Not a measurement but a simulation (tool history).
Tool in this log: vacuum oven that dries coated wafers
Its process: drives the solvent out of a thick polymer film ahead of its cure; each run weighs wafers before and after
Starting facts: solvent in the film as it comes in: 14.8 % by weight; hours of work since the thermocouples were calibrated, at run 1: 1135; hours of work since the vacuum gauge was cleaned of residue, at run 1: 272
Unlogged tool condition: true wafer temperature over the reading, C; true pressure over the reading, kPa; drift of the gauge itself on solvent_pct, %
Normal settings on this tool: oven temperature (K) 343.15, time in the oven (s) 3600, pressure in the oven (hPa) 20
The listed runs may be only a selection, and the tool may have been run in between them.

run,day,oven temperature (K),time in the oven (s),pressure in the oven (hPa),hours of work since the thermocouples were calibrated,hours of work since the vacuum gauge was cleaned of residue,solvent left in the film (%)
1,0,343.15,3600,20,1135,272,4.85
2,0.467,343.15,3060,20,1142,279,5.47
3,0.862,343.15,3600,24,1148,285,5.63
4,1.146,343.15,3600,20.3,1153,289,4.91
5,1.517,343.15,3600,20,1159,295,4.96
6,2.029,343.15,3600,34.7,1166,303,7.28
7,2.454,343.15,3600,34.7,1173,310,7.13
8,2.742,343.15,3600,20,1178,314,4.89
9,3.021,343.15,3600,20,1182,319,4.92
10,3.408,343.15,3600,20,1188,324,4.99
11,3.85,343.15,4080,20,1195,331,4.63
# day 4.167: oven's thermocouples calibrated
12,4.242,343.15,3600,20,1,336,5
13,4.688,334.15,3600,20,8,343,8.45
14,5.167,343.15,3600,20,15,350,4.91
15,5.458,343.15,3600,20,20,355,5.06
16,5.688,343.15,3600,20,24,358,4.92
17,6.112,337.15,3600,20,30,365,7.25
18,6.479,337.15,3600,20,36,371,7.24
19,6.792,337.15,3600,20,41,376,7.38
20,7.058,337.15,3600,20,45,380,7.23
21,7.388,337.15,3600,20,50,385,7.15
22,7.812,337.15,3600,20,56,391,7.36
23,8.129,337.15,3600,20,61,396,6.97
24,8.5,337.15,3600,20,67,402,7.08
25,8.775,337.15,3600,20,71,406,7.29
26,9.175,337.15,3600,13.1,78,412,6.25
27,9.479,339.15,2760,38.1,82,417,9.69
28,9.888,348.15,3420,10.3,89,423,2.32
29,10.262,348.15,3420,10.3,94,429,2.27
30,10.646,354.15,2100,55.8,100,435,6.74
31,10.892,341.15,3180,25.1,104,439,6.82
32,11.329,355.15,3600,61.9,111,446,6.52
33,11.812,345.15,3600,61.9,118,453,10.33
34,12.183,351.15,5100,61.9,124,459,7.7
35,12.679,357.15,5100,26.6,132,467,2.56
36,13.167,357.15,5100,26.6,139,474,2.65
37,13.583,345.15,5040,20,146,481,3.67
38,13.8,331.15,3660,29.1,149,484,11.09
39,14.208,331.15,3660,29.1,155,490,11.12
40,14.588,330.15,3600,20,161,496,9.86
41,14.925,330.15,3600,20,167,501,9.99
42,15.362,358.15,1920,53.6,173,508,5.34
43,15.712,358.15,1920,53.6,179,514,5.31

Below are 4 alternative next runs, each starting from the tool's condition after run 43. Predict each:
A,16.188,328.15,1980,35,186,521,?
B,16.188,352.15,1920,53.6,186,521,?
C,16.188,355.15,6180,73.3,186,521,?
D,16.188,354.15,1920,11.7,186,521,?

run,solvent left in the film (%)
A,13.58
B,7.27
C,7.6
D,2.41
The same runs, with their run-to-run variation unchanged, on a tool lacking any hidden condition would have given:
run,solvent left in the film (%)
A,13.59
B,7.28
C,7.6
D,2.42
